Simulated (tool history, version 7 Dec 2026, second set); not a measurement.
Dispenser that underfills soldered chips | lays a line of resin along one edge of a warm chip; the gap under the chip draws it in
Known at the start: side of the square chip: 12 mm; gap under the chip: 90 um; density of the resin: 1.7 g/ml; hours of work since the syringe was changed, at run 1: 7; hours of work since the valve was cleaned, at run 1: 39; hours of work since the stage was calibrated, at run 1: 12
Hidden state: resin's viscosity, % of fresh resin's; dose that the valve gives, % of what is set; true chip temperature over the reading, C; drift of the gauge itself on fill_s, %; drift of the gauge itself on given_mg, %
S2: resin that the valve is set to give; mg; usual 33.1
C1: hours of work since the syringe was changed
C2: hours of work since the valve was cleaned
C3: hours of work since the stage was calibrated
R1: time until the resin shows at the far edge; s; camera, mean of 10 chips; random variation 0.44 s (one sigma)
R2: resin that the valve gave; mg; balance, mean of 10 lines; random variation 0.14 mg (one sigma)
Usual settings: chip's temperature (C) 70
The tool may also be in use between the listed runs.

{"run": 1, "hour": 0.0, "chip's temperature (C)": 70, "S2": 33.1, "C1": 7, "C2": 39, "C3": 12, "R1": 46.1, "R2": 31.95}
{"run": 2, "hour": 2.4, "chip's temperature (C)": 79, "S2": 33.1, "C1": 9, "C2": 41, "C3": 13, "R1": 38.1, "R2": 31.88}
{"hour": 4.2, "done": "new syringe of resin"}
{"run": 3, "hour": 5.3, "chip's temperature (C)": 79, "S2": 33.1, "C1": 1, "C2": 43, "C3": 15, "R1": 25.8, "R2": 32.05}
{"run": 4, "hour": 9.6, "chip's temperature (C)": 70, "S2": 33.1, "C1": 4, "C2": 45, "C3": 18, "R1": 40.1, "R2": 31.79}
{"run": 5, "hour": 14.1, "chip's temperature (C)": 70, "S2": 33.1, "C1": 7, "C2": 48, "C3": 21, "R1": 47.5, "R2": 31.41}
{"run": 6, "hour": 16.9, "chip's temperature (C)": 70, "S2": 32.8, "C1": 8, "C2": 50, "C3": 23, "R1": 50.4, "R2": 31.39}
{"hour": 18.9, "done": "new syringe of resin"}
{"run": 7, "hour": 20.7, "chip's temperature (C)": 81, "S2": 33.1, "C1": 1, "C2": 53, "C3": 25, "R1": 24.1, "R2": 31.55}
{"run": 8, "hour": 23.9, "chip's temperature (C)": 81, "S2": 33.1, "C1": 3, "C2": 55, "C3": 27, "R1": 26.7, "R2": 31.9}
{"run": 9, "hour": 26.5, "chip's temperature (C)": 81, "S2": 33.1, "C1": 5, "C2": 56, "C3": 29, "R1": 29.2, "R2": 31.68}
{"run": 10, "hour": 29.0, "chip's temperature (C)": 71, "S2": 33.1, "C1": 7, "C2": 58, "C3": 31, "R1": 45.3, "R2": 31.44}
{"run": 11, "hour": 32.9, "chip's temperature (C)": 71, "S2": 33.1, "C1": 9, "C2": 61, "C3": 33, "R1": 49.7, "R2": 31.17}
{"hour": 33.8, "done": "new syringe of resin"}
{"run": 12, "hour": 35.6, "chip's temperature (C)": 70, "S2": 42.7, "C1": 1, "C2": 62, "C3": 35, "R1": 35.7, "R2": 40.47}
{"run": 13, "hour": 38.7, "chip's temperature (C)": 70, "S2": 42.7, "C1": 3, "C2": 64, "C3": 37, "R1": 39.3, "R2": 40.56}
{"run": 14, "hour": 40.7, "chip's temperature (C)": 70, "S2": 33.1, "C1": 5, "C2": 66, "C3": 38, "R1": 42.4, "R2": 31.11}
{"run": 15, "hour": 43.3, "chip's temperature (C)": 80, "S2": 34.9, "C1": 6, "C2": 67, "C3": 40, "R1": 32.4, "R2": 32.81}
{"run": 16, "hour": 47.8, "chip's temperature (C)": 80, "S2": 34.9, "C1": 9, "C2": 70, "C3": 43, "R1": 37.9, "R2": 32.68}
{"hour": 48.5, "done": "new syringe of resin"}
{"run": 17, "hour": 51.7, "chip's temperature (C)": 68, "S2": 33.1, "C1": 2, "C2": 73, "C3": 45, "R1": 40.0, "R2": 30.93}
{"run": 18, "hour": 55.8, "chip's temperature (C)": 68, "S2": 33.1, "C1": 5, "C2": 75, "C3": 48, "R1": 45.3, "R2": 31.14}
{"run": 19, "hour": 58.1, "chip's temperature (C)": 84, "S2": 38.7, "C1": 6, "C2": 77, "C3": 50, "R1": 28.2, "R2": 35.81}
{"hour": 63.0, "done": "new syringe of resin"}
{"run": 20, "hour": 63.2, "chip's temperature (C)": 71, "S2": 36.2, "C1": 0, "C2": 80, "C3": 53, "R1": 31.6, "R2": 33.47}
{"run": 21, "hour": 67.6, "chip's temperature (C)": 66, "S2": 42.3, "C1": 3, "C2": 83, "C3": 56, "R1": 43.6, "R2": 39.24}
{"run": 22, "hour": 72.2, "chip's temperature (C)": 76, "S2": 42.3, "C1": 6, "C2": 86, "C3": 59, "R1": 35.4, "R2": 39.09}
{"run": 23, "hour": 76.0, "chip's temperature (C)": 76, "S2": 42.3, "C1": 9, "C2": 89, "C3": 61, "R1": 40.5, "R2": 39.09}
{"hour": 77.9, "done": "new syringe of resin"}
{"run": 24, "hour": 79.3, "chip's temperature (C)": 58, "S2": 35.7, "C1": 1, "C2": 91, "C3": 63, "R1": 52.7, "R2": 32.89}
{"run": 25, "hour": 82.4, "chip's temperature (C)": 70, "S2": 31.7, "C1": 3, "C2": 93, "C3": 65, "R1": 39.8, "R2": 29.19}
{"run": 26, "hour": 86.3, "chip's temperature (C)": 70, "S2": 31.7, "C1": 6, "C2": 95, "C3": 68, "R1": 43.7, "R2": 29.06}
{"run": 27, "hour": 88.4, "chip's temperature (C)": 70, "S2": 31.7, "C1": 7, "C2": 97, "C3": 69, "R1": 46.4, "R2": 28.8}
{"run": 28, "hour": 92.0, "chip's temperature (C)": 62, "S2": 34.4, "C1": 9, "C2": 99, "C3": 72, "R1": 68.4, "R2": 31.51}

Forecast each of these 5 alternatives for the next run:
{"hour": 92.6, "done": "new syringe of resin"}
{"run": "A", "hour": 96.6, "chip's temperature (C)": 70, "S2": 38.4, "C1": 3, "C2": 102, "C3": 74, "R1": "?", "R2": "?"}
{"hour": 92.6, "done": "new syringe of resin"}
{"run": "B", "hour": 96.6, "chip's temperature (C)": 68, "S2": 34.1, "C1": 3, "C2": 102, "C3": 74, "R1": "?", "R2": "?"}
{"hour": 92.6, "done": "new syringe of resin"}
{"run": "C", "hour": 96.6, "chip's temperature (C)": 70, "S2": 42.0, "C1": 3, "C2": 102, "C3": 74, "R1": "?", "R2": "?"}
{"hour": 92.6, "done": "new syringe of resin"}
{"run": "D", "hour": 96.6, "chip's temperature (C)": 69, "S2": 30.5, "C1": 3, "C2": 102, "C3": 74, "R1": "?", "R2": "?"}
{"hour": 92.6, "done": "new syringe of resin"}
{"run": "E", "hour": 96.6, "chip's temperature (C)": 70, "S2": 28.1, "C1": 3, "C2": 102, "C3": 74, "R1": "?", "R2": "?"}

run=A R1=38.0 R2=34.70
run=B R1=40.3 R2=31.14
run=C R1=37.1 R2=38.20
run=D R1=41.4 R2=27.97
run=E R1=41.3 R2=25.63
Without the tool's hidden state the same runs would have given:
run=A R1=32.4 R2=38.14
run=B R1=34.1 R2=34.21
run=C R1=31.7 R2=41.99
run=D R1=34.7 R2=30.73
run=E R1=34.2 R2=28.16
